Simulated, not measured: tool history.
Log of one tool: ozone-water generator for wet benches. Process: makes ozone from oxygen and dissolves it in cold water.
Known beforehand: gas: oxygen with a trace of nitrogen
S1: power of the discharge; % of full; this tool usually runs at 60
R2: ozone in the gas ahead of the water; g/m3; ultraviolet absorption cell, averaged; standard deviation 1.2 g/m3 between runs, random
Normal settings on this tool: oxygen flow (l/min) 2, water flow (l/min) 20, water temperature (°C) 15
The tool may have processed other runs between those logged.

Run 1, hour 0: usual settings. Result: dissolved ozone (ppm) 13.8, R2 209.9 g/m3.
Run 2, hour 45: usual settings. Result: dissolved ozone (ppm) 13.9, R2 210 g/m3.
Run 3, hour 64.3: usual settings but S1 52 % of full. Result: dissolved ozone (ppm) 13, R2 194.6 g/m3.
Run 4, hour 94: usual settings but S1 52 % of full, water temperature (°C) 16. Result: dissolved ozone (ppm) 12.9, R2 195.6 g/m3.
Run 5, hour 121: usual settings but water temperature (°C) 23. Result: dissolved ozone (ppm) 13.1, R2 209.6 g/m3.
At hour 157.7: water thermometer calibrated.
Run 6, hour 163.7: usual settings but water temperature (°C) 23. Result: dissolved ozone (ppm) 13, R2 210 g/m3.
Run 7, hour 203.8: usual settings but water temperature (°C) 23. Result: dissolved ozone (ppm) 13, R2 210.9 g/m3.
Run 8, hour 237.5: usual settings but S1 100 % of full. Result: dissolved ozone (ppm) 18.4, R2 274 g/m3.
Run 9, hour 274.5: usual settings but S1 52 % of full. Result: dissolved ozone (ppm) 12.9, R2 194.9 g/m3.
Run 10, hour 300.6: usual settings but S1 52 % of full. Result: dissolved ozone (ppm) 12.9, R2 194.6 g/m3.
Run 11, hour 341.9: usual settings but S1 52 % of full, water temperature (°C) 23. Result: dissolved ozone (ppm) 12.2, R2 194.7 g/m3.
Run 12, hour 375.9: usual settings but S1 52 % of full, water temperature (°C) 23. Result: dissolved ozone (ppm) 12.2, R2 193.6 g/m3.
Run 13, hour 419.1: usual settings. Result: dissolved ozone (ppm) 14.3, R2 209.2 g/m3.
At hour 447.8: contactor cleaned.
Run 14, hour 456.5: usual settings. Result: dissolved ozone (ppm) 14.1, R2 208.6 g/m3.
Run 15, hour 476: usual settings but oxygen flow (l/min) 1.55. Result: dissolved ozone (ppm) 13.3, R2 246.4 g/m3.
Run 16, hour 503.3: usual settings but oxygen flow (l/min) 1.55. Result: dissolved ozone (ppm) 13.6, R2 243.4 g/m3.
Run 17, hour 530.6: usual settings. Result: dissolved ozone (ppm) 13.9, R2 208.1 g/m3.
Run 18, hour 575.7: usual settings but S1 62 % of full, oxygen flow (l/min) 1.77, water flow (l/min) 19, water temperature (°C) 14. Result: dissolved ozone (ppm) 15, R2 227.8 g/m3.
Run 19, hour 595.3: usual settings but oxygen flow (l/min) 3.27, water flow (l/min) 17. Result: dissolved ozone (ppm) 16.9, R2 152.9 g/m3.
Run 20, hour 626.9: usual settings but oxygen flow (l/min) 1.99, water flow (l/min) 13, water temperature (°C) 9. Result: dissolved ozone (ppm) 21.5, R2 208.2 g/m3.
Run 21, hour 649.9: usual settings but oxygen flow (l/min) 1.61, water flow (l/min) 19, water temperature (°C) 7. Result: dissolved ozone (ppm) 15, R2 239.1 g/m3.
Run 22, hour 677.2: usual settings but oxygen flow (l/min) 1.04, water flow (l/min) 32. Result: dissolved ozone (ppm) 7.3, R2 311.9 g/m3.
Run 23, hour 716.6: usual settings but S1 40 % of full, oxygen flow (l/min) 1.04, water flow (l/min) 16. Result: dissolved ozone (ppm) 12.7, R2 252.7 g/m3.
Run 24, hour 745.1: usual settings but S1 61 % of full, oxygen flow (l/min) 1.04, water flow (l/min) 18, water temperature (°C) 21. Result: dissolved ozone (ppm) 13.4, R2 317.2 g/m3.
Run 25, hour 780: usual settings but oxygen flow (l/min) 1.45, water temperature (°C) 9. Result: dissolved ozone (ppm) 13.5, R2 253.1 g/m3.
Run 26, hour 819.5: usual settings but oxygen flow (l/min) 1.28, water flow (l/min) 13. Result: dissolved ozone (ppm) 19.7, R2 272.8 g/m3.
Run 27, hour 842.8: usual settings but oxygen flow (l/min) 3.5, water flow (l/min) 15, water temperature (°C) 18. Result: dissolved ozone (ppm) 18.1, R2 145.2 g/m3.
Run 28, hour 882: usual settings but oxygen flow (l/min) 3.5, water flow (l/min) 15, water temperature (°C) 18. Result: dissolved ozone (ppm) 18, R2 145.9 g/m3.
Run 29, hour 926.9: usual settings but S1 52 % of full, oxygen flow (l/min) 3.1. Result: dissolved ozone (ppm) 13.7, R2 145 g/m3.
Run 30, hour 952.1: usual settings but S1 41 % of full, oxygen flow (l/min) 3.1, water temperature (°C) 17. Result: dissolved ozone (ppm) 11.8, R2 127.5 g/m3.
Run 31, hour 973: usual settings but oxygen flow (l/min) 2.86, water flow (l/min) 14. Result: dissolved ozone (ppm) 19.6, R2 166.2 g/m3.
Run 32, hour 1000.5: usual settings but S1 69 % of full, water flow (l/min) 26, water temperature (°C) 9. Result: dissolved ozone (ppm) 12, R2 222.5 g/m3.
Run 33, hour 1025.7: usual settings but S1 69 % of full, water flow (l/min) 26, water temperature (°C) 9. Result: dissolved ozone (ppm) 11.9, R2 221.7 g/m3.
Run 34, hour 1049.3: usual settings but oxygen flow (l/min) 1.06, water flow (l/min) 14, water temperature (°C) 11. Result: dissolved ozone (ppm) 18.4, R2 307.5 g/m3.

Predict each of these 3 candidate next runs independently; none follows another, all start after run 34:
Run A, hour 1078.5: usual settings but S1 42 % of full, oxygen flow (l/min) 2.56, water flow (l/min) 13, water temperature (°C) 11. Result: dissolved ozone (ppm) ?, R2 ?.
Run B, hour 1078.5: usual settings but S1 55 % of full, water flow (l/min) 24, water temperature (°C) 8. Result: dissolved ozone (ppm) ?, R2 ?.
Run C, hour 1078.5: usual settings but oxygen flow (l/min) 1.06, water flow (l/min) 14, water temperature (°C) 16. Result: dissolved ozone (ppm) ?, R2 ?.

run  dissolved ozone (ppm)     R2
  A                   18.1  146.1
  B                   11.5  195.9
  C                   17.4  308.2
With no hidden state in the tool, these same runs would have given:
run  dissolved ozone (ppm)     R2
  A                   18.1  149.5
  B                   11.5  200.6
  C                   17.4  315.6

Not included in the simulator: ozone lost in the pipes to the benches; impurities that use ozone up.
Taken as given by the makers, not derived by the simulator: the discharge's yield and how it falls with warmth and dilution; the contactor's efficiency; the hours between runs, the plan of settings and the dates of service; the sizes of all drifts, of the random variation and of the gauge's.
